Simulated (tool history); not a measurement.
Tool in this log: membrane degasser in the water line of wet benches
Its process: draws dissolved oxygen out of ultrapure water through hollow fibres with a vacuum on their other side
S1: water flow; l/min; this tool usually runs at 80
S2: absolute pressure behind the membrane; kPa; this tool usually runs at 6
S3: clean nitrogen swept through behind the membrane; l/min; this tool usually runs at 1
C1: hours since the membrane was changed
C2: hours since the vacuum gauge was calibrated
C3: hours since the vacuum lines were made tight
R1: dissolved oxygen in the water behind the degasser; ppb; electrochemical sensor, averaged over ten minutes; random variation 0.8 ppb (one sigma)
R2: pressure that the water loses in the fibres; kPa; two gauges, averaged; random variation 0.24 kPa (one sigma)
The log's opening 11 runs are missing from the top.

run,hour,S1,S2,S3,C1,C2,C3,R1,R2
12,472.4,80,6,1,2834,2495,5961,370.7,61.36
13,501.6,80,13.09,1,2863,2524,5990,1190.5,61.06
14,534.6,49,13.09,1,2896,2557,6023,855.1,37.55
15,592,50,13.09,1,2954,2615,6080,865,38.13
16,638.1,104,13.09,1,3000,2661,6126,1399.5,80.04
17,687.1,104,13.09,1,3049,2710,6175,1395.5,79.12
18,728.5,75,7.18,1.29,3090,2751,6217,418.3,57
19,758.5,75,7.18,1.29,3120,2781,6247,417.3,57.78
20,792.1,57,14.45,1.05,3154,2815,6280,1036.8,43.7
21,834.9,57,14.45,1.05,3196,2858,6323,1032.2,43.48
22,860.8,57,14.45,1.05,3222,2883,6349,1037.8,43.22
23,897.7,86,6,0.91,3259,2920,6386,414.9,65.38
24,942.8,80,13.32,1,3304,2965,6431,1220.5,61.49
25,992.4,83,4.17,0.58,3354,3015,6481,191,63.42
26,1040.7,83,4.17,0.58,3402,3063,6529,192.5,63.21
27,1092.8,83,4.17,0.94,3454,3115,6581,147.6,63.34
28,1146.2,80,4.95,0.5,3508,3169,6634,351.2,61.38
29,1194.1,92,11.46,0.6,3556,3217,6682,1467.2,70.21
30,1220.7,103,9.64,1,3582,3243,6709,953,78.71
31,1273.8,103,6,2.43,3635,3296,6762,248.9,78.87
32,1329.4,103,8.2,1.03,3691,3352,6818,743.5,78.36

Each row is a separate what-if for the run after 32, all from the same tool condition, not one after another. Results?
A,1385.8,80,5.12,1.05,3747,3408,6874,?,?
B,1385.8,59,12.87,0.81,3747,3408,6874,?,?
C,1385.8,80,7.87,1,3747,3408,6874,?,?
D,1385.8,103,6.93,1.03,3747,3408,6874,?,?

run,R1,R2
A,252,61.36
B,1093.8,45.01
C,602.7,61.77
D,569.6,78.42
Without the tool's hidden state the same runs would have given:
run,R1,R2
A,251.6,60.45
B,1094.3,44.34
C,602.5,60.85
D,568.9,77.25
